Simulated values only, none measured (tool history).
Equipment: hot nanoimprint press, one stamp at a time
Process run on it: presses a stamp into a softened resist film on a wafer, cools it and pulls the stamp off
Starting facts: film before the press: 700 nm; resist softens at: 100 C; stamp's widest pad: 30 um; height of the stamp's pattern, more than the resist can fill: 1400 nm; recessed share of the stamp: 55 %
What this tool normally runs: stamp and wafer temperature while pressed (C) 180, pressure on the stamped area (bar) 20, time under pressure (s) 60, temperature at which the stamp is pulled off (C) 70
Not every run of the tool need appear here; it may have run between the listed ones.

run	hour	stamp and wafer temperature while pressed (C)	pressure on the stamped area (bar)	time under pressure (s)	temperature at which the stamp is pulled off (C)	resist left under the stamp's widest pad (Å)	greatest force while the stamp is pulled off (N)
1	0	180	20	60	70	3704	265
2	24.6	180	20	60	70	3700	272
# hour 38.7: stamp cleaned and given a new release coat
3	44.5	180	20	60	70	3691	172
4	59.6	180	26.8	60	70	3269	183
5	75	180	26.8	60	70	3258	185
6	89.8	180	20.2	60	70	3723	183
7	106.4	180	12.1	60	71	4510	185
8	126.3	170	12.1	98	63	4842	213
9	151	175	16.5	98	63	3863	221
10	171.9	171	16.5	31	67	5610	212
11	189	180	20	43	70	4147	211

Forecast each of these 4 alternatives for the next run:
A	207.5	180	26.8	60	67	?	?
B	207.5	185	20	60	70	?	?
C	207.5	179	30.9	60	59	?	?
D	207.5	180	12.9	43	77	?	?

run	resist left under the stamp's widest pad (Å)	greatest force while the stamp is pulled off (N)
A	3296	216
B	3287	199
C	3156	255
D	4829	173
With no hidden state in the tool, these same runs would have given:
run	resist left under the stamp's widest pad (Å)	greatest force while the stamp is pulled off (N)
A	3249	185
B	3248	170
C	3105	219
D	4796	148

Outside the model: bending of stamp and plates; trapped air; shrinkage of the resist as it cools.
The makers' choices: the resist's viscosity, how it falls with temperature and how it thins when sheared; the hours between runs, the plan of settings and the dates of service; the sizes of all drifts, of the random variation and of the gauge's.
